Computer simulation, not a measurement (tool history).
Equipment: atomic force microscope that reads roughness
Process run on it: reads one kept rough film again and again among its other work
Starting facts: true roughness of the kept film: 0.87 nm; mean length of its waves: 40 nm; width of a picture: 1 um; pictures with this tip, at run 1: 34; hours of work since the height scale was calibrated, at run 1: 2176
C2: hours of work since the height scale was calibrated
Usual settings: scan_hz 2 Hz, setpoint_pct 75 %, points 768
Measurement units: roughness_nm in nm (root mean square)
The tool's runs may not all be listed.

run 1 day=0 | scan_hz=2 setpoint_pct=75 points=768 | pictures_with_this_tip=34 C2=2176 | roughness_nm=0.803
run 2 day=3.346 | scan_hz=2 setpoint_pct=75 points=768 | pictures_with_this_tip=166 C2=2233 | roughness_nm=0.8
run 3 day=5.604 | scan_hz=2 setpoint_pct=75 points=768 | pictures_with_this_tip=256 C2=2272 | roughness_nm=0.804
run 4 day=8.042 | scan_hz=2 setpoint_pct=75 points=768 | pictures_with_this_tip=352 C2=2314 | roughness_nm=0.798
-- day=9.112 new tip fitted
run 5 day=10.2 | scan_hz=2 setpoint_pct=75 points=768 | pictures_with_this_tip=43 C2=2351 | roughness_nm=0.801
run 6 day=12.712 | scan_hz=2 setpoint_pct=75 points=768 | pictures_with_this_tip=142 C2=2395 | roughness_nm=0.797
run 7 day=14.708 | scan_hz=2 setpoint_pct=75 points=938 | pictures_with_this_tip=221 C2=2429 | roughness_nm=0.802
run 8 day=17.7 | scan_hz=2 setpoint_pct=75 points=768 | pictures_with_this_tip=339 C2=2481 | roughness_nm=0.802
-- day=19.183 new tip fitted
run 9 day=20.879 | scan_hz=2 setpoint_pct=75 points=768 | pictures_with_this_tip=68 C2=2535 | roughness_nm=0.802
-- day=23.479 height scale calibrated on a step standard
run 10 day=24.333 | scan_hz=2 setpoint_pct=75 points=768 | pictures_with_this_tip=203 C2=15 | roughness_nm=0.801
run 11 day=27.6 | scan_hz=2 setpoint_pct=75 points=768 | pictures_with_this_tip=332 C2=71 | roughness_nm=0.796
-- day=29.192 new tip fitted
run 12 day=30.958 | scan_hz=2 setpoint_pct=75 points=768 | pictures_with_this_tip=70 C2=129 | roughness_nm=0.801
run 13 day=34.062 | scan_hz=2 setpoint_pct=75 points=768 | pictures_with_this_tip=193 C2=182 | roughness_nm=0.803
run 14 day=37.288 | scan_hz=2 setpoint_pct=75 points=768 | pictures_with_this_tip=320 C2=238 | roughness_nm=0.801
-- day=39.175 new tip fitted
run 15 day=39.754 | scan_hz=2 setpoint_pct=75 points=768 | pictures_with_this_tip=23 C2=280 | roughness_nm=0.8
run 16 day=41.225 | scan_hz=2 setpoint_pct=75 points=768 | pictures_with_this_tip=81 C2=306 | roughness_nm=0.802
run 17 day=43.8 | scan_hz=2 setpoint_pct=75 points=768 | pictures_with_this_tip=183 C2=350 | roughness_nm=0.805
run 18 day=45.725 | scan_hz=2 setpoint_pct=76 points=768 | pictures_with_this_tip=259 C2=383 | roughness_nm=0.801
run 19 day=48.108 | scan_hz=2 setpoint_pct=76 points=768 | pictures_with_this_tip=354 C2=424 | roughness_nm=0.795
-- day=49.108 new tip fitted
run 20 day=49.917 | scan_hz=2 setpoint_pct=76 points=768 | pictures_with_this_tip=32 C2=455 | roughness_nm=0.8
run 21 day=52.958 | scan_hz=2 setpoint_pct=76 points=392 | pictures_with_this_tip=152 C2=508 | roughness_nm=0.798
run 22 day=56.3 | scan_hz=2 setpoint_pct=75 points=768 | pictures_with_this_tip=284 C2=565 | roughness_nm=0.803
run 23 day=58.167 | scan_hz=2 setpoint_pct=74 points=591 | pictures_with_this_tip=358 C2=598 | roughness_nm=0.801
-- day=59.067 new tip fitted
run 24 day=61.433 | scan_hz=2 setpoint_pct=74 points=591 | pictures_with_this_tip=93 C2=654 | roughness_nm=0.801
run 25 day=64.329 | scan_hz=2 setpoint_pct=73 points=785 | pictures_with_this_tip=208 C2=704 | roughness_nm=0.808
run 26 day=66.888 | scan_hz=2 setpoint_pct=81 points=768 | pictures_with_this_tip=309 C2=748 | roughness_nm=0.783
-- day=68.967 new tip fitted
run 27 day=69.033 | scan_hz=2 setpoint_pct=81 points=768 | pictures_with_this_tip=3 C2=784 | roughness_nm=0.781
run 28 day=71.196 | scan_hz=0.96 setpoint_pct=72 points=768 | pictures_with_this_tip=88 C2=822 | roughness_nm=0.83
run 29 day=73.312 | scan_hz=3.26 setpoint_pct=56 points=761 | pictures_with_this_tip=172 C2=858 | roughness_nm=0.832
run 30 day=74.862 | scan_hz=3.26 setpoint_pct=63 points=871 | pictures_with_this_tip=233 C2=885 | roughness_nm=0.808
run 31 day=78.292 | scan_hz=3.26 setpoint_pct=63 points=871 | pictures_with_this_tip=369 C2=944 | roughness_nm=0.808
-- day=78.867 new tip fitted
run 32 day=81.629 | scan_hz=0.6 setpoint_pct=56 points=841 | pictures_with_this_tip=109 C2=1001 | roughness_nm=0.854
run 33 day=83.35 | scan_hz=1.39 setpoint_pct=70 points=383 | pictures_with_this_tip=177 C2=1031 | roughness_nm=0.822
run 34 day=85.121 | scan_hz=1.39 setpoint_pct=85 points=269 | pictures_with_this_tip=247 C2=1062 | roughness_nm=0.788
run 35 day=86.842 | scan_hz=1.66 setpoint_pct=85 points=269 | pictures_with_this_tip=315 C2=1091 | roughness_nm=0.776
run 36 day=88.604 | scan_hz=2.1 setpoint_pct=80 points=953 | pictures_with_this_tip=385 C2=1122 | roughness_nm=0.784
-- day=88.833 new tip fitted
run 37 day=90.112 | scan_hz=1.94 setpoint_pct=72 points=319 | pictures_with_this_tip=51 C2=1147 | roughness_nm=0.811
run 38 day=93.45 | scan_hz=1.79 setpoint_pct=82 points=1023 | pictures_with_this_tip=183 C2=1205 | roughness_nm=0.786
run 39 day=95.204 | scan_hz=1.79 setpoint_pct=82 points=1023 | pictures_with_this_tip=253 C2=1235 | roughness_nm=0.79
run 40 day=97.2 | scan_hz=1.79 setpoint_pct=82 points=1023 | pictures_with_this_tip=332 C2=1270 | roughness_nm=0.786
-- day=98.758 new tip fitted
run 41 day=98.758 | scan_hz=1.79 setpoint_pct=82 points=1023 | pictures_with_this_tip=0 C2=1296 | roughness_nm=0.791
run 42 day=101.662 | scan_hz=0.93 setpoint_pct=61 points=269 | pictures_with_this_tip=115 C2=1346 | roughness_nm=0.844
run 43 day=105.071 | scan_hz=0.72 setpoint_pct=87 points=599 | pictures_with_this_tip=250 C2=1405 | roughness_nm=0.822

What differs in the tool's unlogged condition from the final listed run ahead of each entry between runs to the first listed run following it?
Between runs 4 and 5: new tip fitted (day 9.112)
  radius of the tip, nm: 6.5 -> 5.2
Between runs 8 and 9: new tip fitted (day 19.183)
  radius of the tip, nm: 6.4 -> 5.3
Between runs 9 and 10: height scale calibrated on a step standard (day 23.479)
  radius of the tip, nm: 5.3 -> 5.8; height scale over the true one, %: 0.11 -> 0
Between runs 11 and 12: new tip fitted (day 29.192)
  radius of the tip, nm: 6.3 -> 5.3
Between runs 14 and 15: new tip fitted (day 39.175)
  radius of the tip, nm: 6.3 -> 5.1
Between runs 19 and 20: new tip fitted (day 49.108)
  radius of the tip, nm: 6.4 -> 5.2
Between runs 23 and 24: new tip fitted (day 59.067)
  radius of the tip, nm: 6.4 -> 5.4
Between runs 26 and 27: new tip fitted (day 68.967)
  radius of the tip, nm: 6.3 -> 5
Between runs 31 and 32: new tip fitted (day 78.867)
  radius of the tip, nm: 6.5 -> 5.4; height scale over the true one, %: 0.04 -> 0.05
Between runs 36 and 37: new tip fitted (day 88.833)
  radius of the tip, nm: 6.5 -> 5.2
Between runs 40 and 41: new tip fitted (day 98.758)
  radius of the tip, nm: 6.3 -> 5.1

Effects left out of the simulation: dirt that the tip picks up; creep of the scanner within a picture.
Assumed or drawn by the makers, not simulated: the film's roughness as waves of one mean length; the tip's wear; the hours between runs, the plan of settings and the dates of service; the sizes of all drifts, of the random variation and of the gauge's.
